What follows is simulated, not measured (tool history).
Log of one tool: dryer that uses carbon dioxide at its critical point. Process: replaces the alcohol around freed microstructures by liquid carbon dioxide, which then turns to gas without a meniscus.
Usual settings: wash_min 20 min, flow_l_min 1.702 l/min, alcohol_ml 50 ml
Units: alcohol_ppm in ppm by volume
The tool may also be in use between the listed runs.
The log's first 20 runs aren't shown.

run    hour  wash_min  flow_l_min  alcohol_ml  hours of work since the filter was changed  hours of work since the purifier's bed was changed  alcohol_ppm
 21   885.2        20       1.702          50                                          87                                                 701          230
 22   909.6        20       1.702          50                                         107                                                 720          248
 23   945.2        20       1.702          50                                         135                                                 749          248
 24   993.4        17       2.810          97                                         173                                                 787          246
     1005.6  -- purifier's bed changed
 25  1049.1        16       1.870          50                                         215                                                  35           25
 26  1100.1        18       1.702          50                                         256                                                  75           32
 27  1128.2        15       1.320          21                                         278                                                  97           88
 28  1154.8        20       1.702          50                                         299                                                 118           48
 29  1180.2        18       1.340          98                                         319                                                 139          144
 30  1234.2        13       2.030          26                                         362                                                 181           73
 31  1282.0        18       2.030          37                                         400                                                 219           94
 32  1306.4        25       1.702          50                                         419                                                 239           92
 33  1332.7        25       1.702          50                                         440                                                 260           84
 34  1375.3        20       1.030          50                                         474                                                 294          224
 35  1418.2        16       1.220          82                                         508                                                 328          388
 36  1453.6        20       1.580         108                                         536                                                 356          149
 37  1491.9        20       1.702          28                                         567                                                 386          131
     1519.4  -- inlet filter changed
 38  1546.9        20       1.702          28                                          22                                                 429          144
 39  1573.7        20       1.060          62                                          43                                                 450          241
 40  1624.1        20       1.060          62                                          83                                                 490          259
 41  1652.6        24       1.480          86                                         106                                                 513          179
 42  1707.6        24       1.480          86                                         149                                                 556          186
 43  1742.5        21       1.800          91                                         177                                                 584          196

Forecast each of these 4 alternatives for the next run:
  A  1776.8        30       1.702          44                                         204                                                 611            ?
  B  1776.8        17       1.702          50                                         204                                                 611            ?
  C  1776.8        21       2.670          62                                         204                                                 611            ?
  D  1776.8        12       1.540          81                                         204                                                 611            ?

run  alcohol_ppm
  A          209
  B          211
  C          211
  D          453
Without the tool's hidden state the same runs would have given:
run  alcohol_ppm
  A           10
  B           15
  C           12
  D          213
